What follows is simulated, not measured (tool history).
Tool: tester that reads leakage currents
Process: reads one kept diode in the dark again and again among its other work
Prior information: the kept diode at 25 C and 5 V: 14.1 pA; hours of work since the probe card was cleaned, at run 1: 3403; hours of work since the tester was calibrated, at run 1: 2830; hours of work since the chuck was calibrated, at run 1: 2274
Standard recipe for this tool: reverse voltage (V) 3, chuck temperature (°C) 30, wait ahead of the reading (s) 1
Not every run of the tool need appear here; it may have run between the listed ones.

run,day,reverse voltage (V),chuck temperature (°C),wait ahead of the reading (s),hours of work since the probe card was cleaned,hours of work since the tester was calibrated,hours of work since the chuck was calibrated,current that the tester gives (pA)
1,0,3,30,1,3403,2830,2274,25.45
2,4.412,3,30,1,3468,2894,2339,25.68
3,9.071,3,38,1,3536,2962,2406,39.14
# day 13.429: chuck's temperature calibrated
4,14.35,3,55,1,3611,3038,13,92.68
5,17.704,3,30,1,3660,3087,62,24.46
6,21.254,3,30,1,3712,3139,114,24.7
7,23.854,3,30,1,3750,3177,152,24.79
8,27.246,3,30,1,3799,3226,201,24.97
9,32.933,3,30,1,3882,3309,284,24.98
10,35.538,3,30,1,3920,3347,322,25.07
11,37.925,3,42,1,3955,3382,357,46.32
# day 39.829: probe card cleaned and baked
12,43.029,3,49,0.46,47,3455,430,59.97
13,46.038,19.23,39,4.23,90,3498,474,78.91
14,49.604,3,23,0.91,143,3550,526,10.67
15,51.979,11.64,40,1.12,177,3585,560,67.16
# day 52.604: tester calibrated
16,55.338,3,39,1.61,225,40,608,32.02
17,60.25,3,39,1.61,297,112,680,32.27
18,64.8,3,39,1.61,363,178,746,32.69
19,69.225,6.41,42,1,427,242,811,58.67
20,73.038,6.41,42,1,483,298,866,59.4
21,77.096,12.6,22,2.12,542,357,925,25.04
22,80.038,12.6,22,2.12,585,400,968,25.42

Below are 4 alternative next runs, each starting from the tool's condition after run 22. Predict each:
A,82.946,3,24,1,628,443,1011,?
B,82.946,3,21,1,628,443,1011,?
C,82.946,12.6,23,7.81,628,443,1011,?
D,82.946,12.6,22,0.73,628,443,1011,?

run,current that the tester gives (pA)
A,12.79
B,10.54
C,27.04
D,26.73
The same runs, with their run-to-run variation unchanged, on a tool lacking any hidden condition would have given:
run,current that the tester gives (pA)
A,10.52
B,8.44
C,19.58
D,19.38
